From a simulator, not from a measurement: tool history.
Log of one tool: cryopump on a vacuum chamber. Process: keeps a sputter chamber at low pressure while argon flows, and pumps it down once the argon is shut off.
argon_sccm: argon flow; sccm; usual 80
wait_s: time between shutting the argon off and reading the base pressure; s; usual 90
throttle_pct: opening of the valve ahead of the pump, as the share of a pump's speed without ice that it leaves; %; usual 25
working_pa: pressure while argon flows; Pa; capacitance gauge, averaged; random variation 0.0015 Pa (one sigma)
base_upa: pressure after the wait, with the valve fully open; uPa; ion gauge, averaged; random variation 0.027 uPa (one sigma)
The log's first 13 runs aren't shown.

run    hour  argon_sccm  wait_s  throttle_pct  hours of work since the pump was warmed up and emptied  hours of work since the cold head was overhauled  hours of work since the chamber's fittings were tightened  working_pa  base_upa
 14   454.3          73      90            25                                                     399                                               399                                                       2801       0.324       1.7
 15     502          73      90            25                                                     423                                               423                                                       2826      0.3251      1.68
      520.8  -- leaking fittings of the chamber tightened, without venting
 16   534.4          73      90            25                                                     439                                               439                                                          7      0.3282      1.25
 17   581.9          73      90            25                                                     463                                               463                                                         31      0.3269      1.27
 18   611.2          80      90            25                                                     479                                               479                                                         46      0.3588      1.17
 19     644          80     118            17                                                     495                                               495                                                         63      0.5243      0.97
 20   673.2          80     118            17                                                     510                                               510                                                         78      0.5225      1.02
 21   708.1          51      28            42                                                     528                                               528                                                         96      0.1428      3.38
 22   742.6          95      20            25                                                     546                                               546                                                        114      0.4312      4.74
 23   777.9          80      90            56                                                     564                                               564                                                        132      0.1755      1.24
 24   798.9          33     158            34                                                     575                                               575                                                        143      0.1124      0.81
 25   845.4          80      52            23                                                     599                                               599                                                        167       0.397      2.02
 26   864.9          58     217            42                                                     609                                               609                                                        177      0.1654      0.72
 27     901          58      33            29                                                     627                                               627                                                        195      0.2325      3.02
 28   939.8          58     282            45                                                     647                                               647                                                        215      0.1566      0.59
 29   977.9          80      90            26                                                     667                                               667                                                        235      0.3533      1.36
 30  1016.3          86      41            27                                                     686                                               686                                                        254      0.3695      2.45
     1032.9  -- pump warmed up, emptied and cooled again
 31  1050.5          37     174            25                                                       9                                               701                                                        269       0.159      0.74
 32  1092.6          37     174            25                                                      31                                               723                                                        291      0.1583      0.74
 33  1135.1          53     218            32                                                      52                                               745                                                        313      0.1786      0.66
 34    1180          37      32            23                                                      75                                               768                                                        336       0.173      2.99
 35  1227.8          37      32            23                                                     100                                               792                                                        360      0.1732      2.95

3 ways to go on from here, each from the tool as it stands after run 35. What would each give?
  A  1268          67     191            38                                                     121                                               813                                                        381           ?         ?
  B  1268         127     189            23                                                     121                                               813                                                        381           ?         ?
  C  1268          80      90            27                                                     121                                               813                                                        381           ?         ?

run  working_pa  base_upa
  A      0.1918      0.69
  B      0.5963      0.69
  C      0.3229      1.27
Without the tool's hidden state the same runs would have given:
run  working_pa  base_upa
  A      0.1881      0.62
  B      0.5894      0.62
  C      0.3184       1.2
